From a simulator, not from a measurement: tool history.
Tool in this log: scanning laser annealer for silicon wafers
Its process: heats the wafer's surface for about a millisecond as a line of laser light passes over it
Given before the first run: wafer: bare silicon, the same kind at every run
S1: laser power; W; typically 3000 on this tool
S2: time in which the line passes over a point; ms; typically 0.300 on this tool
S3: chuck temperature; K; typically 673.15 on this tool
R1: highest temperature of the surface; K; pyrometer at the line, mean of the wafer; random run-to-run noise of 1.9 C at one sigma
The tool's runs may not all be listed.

run	hour	S1	S2	S3	R1
1	0.0	3000	0.300	673.15	1384.15
2	23.1	3000	0.300	673.15	1381.15
3	47.4	3000	0.300	673.15	1386.15
4	68.9	3000	0.300	673.15	1384.15
5	92.6	3000	0.300	673.15	1384.15
6	112.9	3000	0.300	673.15	1380.15
7	123.3	3000	0.245	673.15	1310.15
8	137.3	3000	0.331	673.15	1420.15
9	153.3	3000	0.331	673.15	1420.15

For run 10, what comes out?
10	174.9	2934	0.314	674.15	?

R1: 1381.15 K
On a tool with no hidden condition, and with the same random variation, this run would have come out at R1 1390.15 K.
